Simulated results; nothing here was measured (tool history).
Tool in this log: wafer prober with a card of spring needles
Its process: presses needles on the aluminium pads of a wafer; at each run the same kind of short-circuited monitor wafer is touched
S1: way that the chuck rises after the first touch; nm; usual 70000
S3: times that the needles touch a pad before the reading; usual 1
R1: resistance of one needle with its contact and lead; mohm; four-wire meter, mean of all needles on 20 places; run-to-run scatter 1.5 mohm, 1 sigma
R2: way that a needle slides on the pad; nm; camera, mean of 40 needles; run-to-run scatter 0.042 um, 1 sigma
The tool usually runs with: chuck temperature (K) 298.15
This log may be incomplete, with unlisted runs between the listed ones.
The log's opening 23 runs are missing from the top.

-- hour=279.4 tips cleaned on abrasive film
run 24 hour=291.5 | S1=71000 chuck_temperature_(K)=298.15 S3=2 | R1=174 R2=12110
-- hour=294.7 tips cleaned on abrasive film
run 25 hour=306.6 | S1=71000 chuck_temperature_(K)=298.15 S3=2 | R1=169 R2=12110
-- hour=310.1 tips cleaned on abrasive film
run 26 hour=322.4 | S1=71000 chuck_temperature_(K)=298.15 S3=2 | R1=170 R2=12040
-- hour=325.4 tips cleaned on abrasive film
run 27 hour=336.1 | S1=64000 chuck_temperature_(K)=360.15 S3=2 | R1=186 R2=10840
-- hour=341.4 tips cleaned on abrasive film
run 28 hour=345.8 | S1=70000 chuck_temperature_(K)=298.15 S3=2 | R1=154 R2=11850
run 29 hour=354.3 | S1=55000 chuck_temperature_(K)=315.15 S3=2 | R1=200 R2=9300
-- hour=356.8 tips cleaned on abrasive film
run 30 hour=369.7 | S1=55000 chuck_temperature_(K)=315.15 S3=2 | R1=204 R2=9210
-- hour=372.6 tips cleaned on abrasive film
run 31 hour=380.9 | S1=65000 chuck_temperature_(K)=336.15 S3=3 | R1=161 R2=10990
-- hour=387.9 tips cleaned on abrasive film
run 32 hour=393.5 | S1=61000 chuck_temperature_(K)=332.15 S3=1 | R1=200 R2=10250
-- hour=403 tips cleaned on abrasive film
run 33 hour=403 | S1=61000 chuck_temperature_(K)=332.15 S3=1 | R1=152 R2=10280

Each row is a separate what-if for the run after 33, all from the same tool condition, not one after another. Results?
run A hour=413 | S1=70000 chuck_temperature_(K)=365.15 S3=2 | R1=? R2=?
run B hour=413 | S1=73000 chuck_temperature_(K)=328.15 S3=1 | R1=? R2=?
run C hour=413 | S1=61000 chuck_temperature_(K)=299.15 S3=1 | R1=? R2=?
run D hour=413 | S1=55000 chuck_temperature_(K)=312.15 S3=1 | R1=? R2=?

run=A R1=179 R2=11790
run=B R1=192 R2=12340
run=C R1=212 R2=10310
run=D R1=233 R2=9210
Without the tool's unlogged condition, the same runs would have read:
run=A R1=146 R2=12110
run=B R1=139 R2=12650
run=C R1=135 R2=10630
run=D R1=141 R2=9530
